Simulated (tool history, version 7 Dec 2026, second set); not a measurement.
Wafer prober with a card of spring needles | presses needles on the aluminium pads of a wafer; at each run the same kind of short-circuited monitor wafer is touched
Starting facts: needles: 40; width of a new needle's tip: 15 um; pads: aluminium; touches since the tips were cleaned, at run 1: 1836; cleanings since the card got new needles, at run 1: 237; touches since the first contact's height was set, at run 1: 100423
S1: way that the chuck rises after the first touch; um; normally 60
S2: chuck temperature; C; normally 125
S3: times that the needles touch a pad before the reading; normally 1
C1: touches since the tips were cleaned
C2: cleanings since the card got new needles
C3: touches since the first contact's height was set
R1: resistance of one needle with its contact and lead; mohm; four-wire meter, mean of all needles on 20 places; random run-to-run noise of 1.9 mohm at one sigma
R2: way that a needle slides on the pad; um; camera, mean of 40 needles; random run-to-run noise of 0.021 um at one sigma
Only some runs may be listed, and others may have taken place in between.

Run 1, hour 0: usual settings; C1 1836; C2 237; C3 100423. Result: R1 230 mohm, R2 7.05 um.
At hour 1: tips cleaned on abrasive film.
At hour 4: height of the first contact set anew.
At hour 5: tips cleaned on abrasive film.
At hour 9.7: tips cleaned on abrasive film.
At hour 13.4: tips cleaned on abrasive film.
At hour 18: tips cleaned on abrasive film.
At hour 21.8: tips cleaned on abrasive film.
At hour 25.5: tips cleaned on abrasive film.
Run 2, hour 27.5: usual settings; C1 1045; C2 244; C3 11691. Result: R1 224 mohm, R2 7.41 um.
At hour 29.5: tips cleaned on abrasive film.
At hour 33.2: tips cleaned on abrasive film.
At hour 37.8: tips cleaned on abrasive film.
Run 3, hour 40.1: usual settings but S1 61 um; C1 1169; C2 247; C3 17952. Result: R1 224 mohm, R2 7.53 um.
At hour 42: tips cleaned on abrasive film.
At hour 46.7: tips cleaned on abrasive film.
At hour 50.4: tips cleaned on abrasive film.
At hour 55: tips cleaned on abrasive film.
Run 4, hour 56: usual settings but S1 61 um; C1 504; C2 251; C3 25862. Result: R1 216 mohm, R2 7.48 um.
At hour 58.8: tips cleaned on abrasive film.
At hour 63.5: tips cleaned on abrasive film.
At hour 67.2: tips cleaned on abrasive film.
At hour 71.8: tips cleaned on abrasive film.
At hour 75.6: tips cleaned on abrasive film.
At hour 80.2: tips cleaned on abrasive film.
Run 5, hour 81.8: usual settings but S1 61 um; C1 797; C2 257; C3 38692. Result: R1 221 mohm, R2 7.4 um.
At hour 84.6: tips cleaned on abrasive film.
At hour 89.2: tips cleaned on abrasive film.
At hour 93.8: tips cleaned on abrasive film.
At hour 98.5: tips cleaned on abrasive film.
Run 6, hour 101.2: usual settings but S1 61 um; C1 1366; C2 261; C3 48389. Result: R1 227 mohm, R2 7.36 um.
At hour 103.1: tips cleaned on abrasive film.
At hour 107.7: tips cleaned on abrasive film.
At hour 112.3: tips cleaned on abrasive film.
At hour 117: tips cleaned on abrasive film.
At hour 121.6: tips cleaned on abrasive film.
At hour 126.3: tips cleaned on abrasive film.
Run 7, hour 127.2: usual settings; C1 463; C2 267; C3 61349. Result: R1 215 mohm, R2 7.17 um.
At hour 130.9: tips cleaned on abrasive film.
At hour 135.5: tips cleaned on abrasive film.
At hour 140.2: tips cleaned on abrasive film.
At hour 144.8: tips cleaned on abrasive film.
At hour 148.5: tips cleaned on abrasive film.
At hour 153.2: tips cleaned on abrasive film.
At hour 155.1: tips cleaned on abrasive film, once more.
Run 8, hour 156.2: usual settings; C1 597; C2 274; C3 75831. Result: R1 218 mohm, R2 7.1 um.
At hour 159.1: tips cleaned on abrasive film.
At hour 163.7: tips cleaned on abrasive film.
At hour 168.3: tips cleaned on abrasive film.
At hour 172.1: tips cleaned on abrasive film.
At hour 176.3: tips cleaned on abrasive film.
Run 9, hour 176.3: usual settings but S3 2; C1 0; C2 279; C3 85799. Result: R1 203 mohm, R2 7.07 um.
At hour 180.9: tips cleaned on abrasive film.
At hour 184.6: tips cleaned on abrasive film.
At hour 189.3: tips cleaned on abrasive film.
At hour 193: tips cleaned on abrasive film.
At hour 197.6: tips cleaned on abrasive film.
Run 10, hour 200: usual settings; C1 1200; C2 284; C3 97645. Result: R1 232 mohm, R2 7.01 um.
At hour 201.9: tips cleaned on abrasive film.
At hour 205.6: tips cleaned on abrasive film.
At hour 209.6: height of the first contact set anew.
At hour 210.6: tips cleaned on abrasive film.
At hour 215.2: tips cleaned on abrasive film.
Run 11, hour 218.7: usual settings; C1 1788; C2 288; C3 4565. Result: R1 242 mohm, R2 7.49 um.
At hour 219.7: tips cleaned on abrasive film.
At hour 224.4: tips cleaned on abrasive film.
At hour 228.1: tips cleaned on abrasive film.
Run 12, hour 231.5: usual settings; C1 1728; C2 291; C3 10922. Result: R1 238 mohm, R2 7.44 um.
At hour 232.5: tips cleaned on abrasive film.
At hour 236.2: tips cleaned on abrasive film.
At hour 239.9: tips cleaned on abrasive film.
At hour 244.6: tips cleaned on abrasive film.
At hour 249.2: tips cleaned on abrasive film.
At hour 252.9: tips cleaned on abrasive film.
Run 13, hour 253.6: usual settings but S3 2; C1 320; C2 297; C3 21889. Result: R1 206 mohm, R2 7.37 um.
At hour 257.3: tips cleaned on abrasive film.
At hour 261.9: tips cleaned on abrasive film.
At hour 266.6: tips cleaned on abrasive film.
At hour 271.2: tips cleaned on abrasive film.
At hour 274.9: tips cleaned on abrasive film.
At hour 279.6: tips cleaned on abrasive film.
Run 14, hour 282.9: usual settings but S1 57 um, S2 49 C; C1 1709; C2 303; C3 36558. Result: R1 240 mohm, R2 6.93 um.
At hour 283.9: tips cleaned on abrasive film.
At hour 287.6: tips cleaned on abrasive film.
At hour 292.3: tips cleaned on abrasive film.
At hour 296.9: tips cleaned on abrasive film.
At hour 301.1: tips cleaned on abrasive film.
Run 15, hour 301.1: usual settings but S1 57 um, S2 49 C; C1 0; C2 308; C3 45597. Result: R1 195 mohm, R2 6.89 um.
At hour 305.8: tips cleaned on abrasive film.
At hour 309.5: tips cleaned on abrasive film.
At hour 314.1: tips cleaned on abrasive film.
At hour 317.9: tips cleaned on abrasive film.
At hour 322.5: tips cleaned on abrasive film.
Run 16, hour 323: usual settings but S1 57 um, S2 49 C; C1 284; C2 313; C3 56526. Result: R1 204 mohm, R2 6.84 um.
At hour 326.8: tips cleaned on abrasive film.
At hour 331.4: tips cleaned on abrasive film.
At hour 336: tips cleaned on abrasive film.
At hour 339.8: tips cleaned on abrasive film.
At hour 344: tips cleaned on abrasive film.
Run 17, hour 344: usual settings but S1 49 um, S2 34 C, S3 2; C1 0; C2 318; C3 66989. Result: R1 193 mohm, R2 5.74 um.
At hour 347.8: tips cleaned on abrasive film.
At hour 351.5: tips cleaned on abrasive film.
At hour 356.1: tips cleaned on abrasive film.
Run 18, hour 357.8: usual settings; C1 852; C2 321; C3 73860. Result: R1 229 mohm, R2 7.13 um.
At hour 360.6: tips cleaned on abrasive film.
At hour 365.3: tips cleaned on abrasive film.
At hour 369: tips cleaned on abrasive film.
At hour 373.6: tips cleaned on abrasive film.
At hour 378.3: tips cleaned on abrasive film.
At hour 382.4: tips cleaned on abrasive film.
Run 19, hour 382.4: usual settings; C1 0; C2 327; C3 86092. Result: R1 205 mohm, R2 7.08 um.
At hour 387: tips cleaned on abrasive film.
At hour 391.7: tips cleaned on abrasive film.
At hour 396.3: tips cleaned on abrasive film.
At hour 400: tips cleaned on abrasive film.
At hour 403.8: tips cleaned on abrasive film.
Run 20, hour 403.8: usual settings but S1 79 um, S2 48 C, S3 3; C1 0; C2 332; C3 96776. Result: R1 183 mohm, R2 9.39 um.
At hour 408.5: tips cleaned on abrasive film.
At hour 412.2: tips cleaned on abrasive film.
At hour 415.2: height of the first contact set anew.
At hour 416.4: tips cleaned on abrasive film.
Run 21, hour 416.4: usual settings but S1 79 um, S2 48 C, S3 3; C1 0; C2 335; C3 546. Result: R1 184 mohm, R2 9.89 um.
At hour 421: tips cleaned on abrasive film.
At hour 425.6: tips cleaned on abrasive film.
At hour 430.3: tips cleaned on abrasive film.
At hour 434.6: tips cleaned on abrasive film.
Run 22, hour 434.6: usual settings but S1 79 um, S2 48 C, S3 3; C1 0; C2 339; C3 9622. Result: R1 181 mohm, R2 9.84 um.
At hour 439.2: tips cleaned on abrasive film.
At hour 442.9: tips cleaned on abrasive film.
At hour 447.6: tips cleaned on abrasive film.
At hour 452.2: tips cleaned on abrasive film.
At hour 456.8: tips cleaned on abrasive film.
At hour 461.2: tips cleaned on abrasive film.
Run 23, hour 461.2: usual settings but S1 44 um, S3 2; C1 0; C2 345; C3 22912. Result: R1 221 mohm, R2 5.37 um.
At hour 464.9: tips cleaned on abrasive film.
At hour 469.6: tips cleaned on abrasive film.
At hour 473.3: tips cleaned on abrasive film.
At hour 477.9: tips cleaned on abrasive film.
Run 24, hour 480.8: usual settings; C1 1449; C2 349; C3 32693. Result: R1 246 mohm, R2 7.32 um.
At hour 481.8: tips cleaned on abrasive film.
At hour 485.5: tips cleaned on abrasive film.
At hour 489.2: tips cleaned on abrasive film.
At hour 493.9: tips cleaned on abrasive film.
At hour 497.6: tips cleaned on abrasive film.
Run 25, hour 499.8: usual settings but S1 53 um, S2 27 C; C1 1150; C2 354; C3 42171. Result: R1 229 mohm, R2 6.41 um.

3 ways to go on from here, each from the tool as it stands after run 25. What would each give?
At hour 501.8: tips cleaned on abrasive film.
At hour 505.5: tips cleaned on abrasive film.
At hour 510.1: tips cleaned on abrasive film.
Run A, hour 512.7: usual settings but S1 53 um, S2 42 C; C1 1304; C2 357; C3 48566. Result: R1 ?, R2 ?.
At hour 501.8: tips cleaned on abrasive film.
At hour 505.5: tips cleaned on abrasive film.
At hour 510.1: tips cleaned on abrasive film.
Run B, hour 512.7: usual settings but S1 54 um, S2 40 C, S3 2; C1 1304; C2 357; C3 48566. Result: R1 ?, R2 ?.
At hour 501.8: tips cleaned on abrasive film.
At hour 505.5: tips cleaned on abrasive film.
At hour 510.1: tips cleaned on abrasive film.
Run C, hour 512.7: usual settings but S1 42 um, S2 85 C; C1 1304; C2 357; C3 48566. Result: R1 ?, R2 ?.

run   R1    R2
  A  236  6.38
  B  215  6.49
  C  272  5.01
Stripped of hidden state, with their random variation kept, the same runs would have yielded:
run   R1    R2
  A  181  6.63
  B  179  6.73
  C  190  5.26
